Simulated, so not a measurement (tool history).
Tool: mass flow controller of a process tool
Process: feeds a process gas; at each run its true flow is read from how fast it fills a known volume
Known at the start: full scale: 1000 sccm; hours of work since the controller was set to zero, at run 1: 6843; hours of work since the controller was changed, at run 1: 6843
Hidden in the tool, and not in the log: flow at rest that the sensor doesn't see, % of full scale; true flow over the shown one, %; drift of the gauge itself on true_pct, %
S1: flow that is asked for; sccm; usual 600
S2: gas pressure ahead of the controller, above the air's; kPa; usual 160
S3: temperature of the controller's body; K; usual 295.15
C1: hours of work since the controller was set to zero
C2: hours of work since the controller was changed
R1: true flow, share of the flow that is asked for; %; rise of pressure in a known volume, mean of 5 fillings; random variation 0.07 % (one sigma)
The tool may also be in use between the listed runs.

run,hour,S1,S2,S3,C1,C2,R1
1,0.0,600,160,295.15,6843,6843,99.20
# hour 80.2: controller exchanged for a calibrated one
2,105.2,600,160,309.15,17,17,100.12
3,178.3,600,179,295.15,65,65,99.17
4,237.3,600,160,295.15,105,105,99.18
5,331.5,132,160,295.15,168,168,98.57
6,437.3,110,160,295.15,238,238,98.43
7,500.0,600,160,295.15,280,280,99.09
8,571.6,600,160,295.15,328,328,99.27
9,618.4,600,160,295.15,359,359,99.13
10,711.6,303,251,303.15,421,421,99.81
11,757.3,600,245,311.15,452,452,100.84
12,809.1,600,140,294.15,486,486,99.00
13,892.4,117,160,304.15,542,542,99.32

Forecast run 14:
14,939.4,117,160,304.15,573,573,?

R1: 99.29 %
Without the tool's hidden state the same run would have given R1 99.29 %.

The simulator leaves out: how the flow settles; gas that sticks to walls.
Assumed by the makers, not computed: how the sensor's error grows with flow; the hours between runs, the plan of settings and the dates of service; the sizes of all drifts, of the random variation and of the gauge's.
